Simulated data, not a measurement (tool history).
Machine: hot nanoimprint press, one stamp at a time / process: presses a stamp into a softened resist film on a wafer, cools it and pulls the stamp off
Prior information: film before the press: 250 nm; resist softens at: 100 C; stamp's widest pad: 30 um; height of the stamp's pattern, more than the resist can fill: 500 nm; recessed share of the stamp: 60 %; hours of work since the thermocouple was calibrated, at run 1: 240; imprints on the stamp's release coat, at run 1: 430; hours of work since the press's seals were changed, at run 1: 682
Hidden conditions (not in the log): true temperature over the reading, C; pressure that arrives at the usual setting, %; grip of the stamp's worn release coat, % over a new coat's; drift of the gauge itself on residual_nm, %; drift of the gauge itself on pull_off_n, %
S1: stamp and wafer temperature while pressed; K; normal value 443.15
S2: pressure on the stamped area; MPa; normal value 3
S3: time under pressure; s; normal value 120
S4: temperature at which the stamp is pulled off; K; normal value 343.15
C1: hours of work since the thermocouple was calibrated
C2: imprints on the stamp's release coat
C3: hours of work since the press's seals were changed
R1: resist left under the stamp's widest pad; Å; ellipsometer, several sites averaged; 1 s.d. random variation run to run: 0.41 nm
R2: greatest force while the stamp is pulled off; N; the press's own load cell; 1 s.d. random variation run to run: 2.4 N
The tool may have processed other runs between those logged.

run   hour      S1    S2   S3      S4   C1    C2   C3    R1   R2
  1      0  443.15     3  120  343.15  240   430  682  1443  131
  2   30.4  443.15     3  144  343.15  261   540  703  1361  131
  3   68.3  443.15     3  144  343.15  288   678  730  1357  130
  4   93.9  443.15     3  144  334.15  306   771  748  1356  160
  5  115.1  443.15     3   96  343.15  321   848  763  1557  129
  6  137.3  450.15     3  120  343.15  337   929  779  1155  129
  7  163.4  450.15     3  120  343.15  355  1023  797  1155  126
     181.3  -- plate thermocouple calibrated
  8  203.1  449.15  3.08  120  342.15   15  1157  823  1182  136
  9  225.3  453.15     3  120  335.15   31  1237  839  1051  159
 10  257.6  443.15     3   98  332.15   54  1355  861  1551  167

How would selected steps in R1 from run to run divide? Give the signed amount a tool lacking its hidden state would still show from settings, what came in and random variation, and the signed amount left for the hidden state, including any gauge scatter that is not in both of the compared results.
Run 9 -> 10: S1 453.15 -> 443.15, S3 120 -> 98, S4 335.15 -> 332.15. R1 +500 Å: hidden state +6, all else +494.
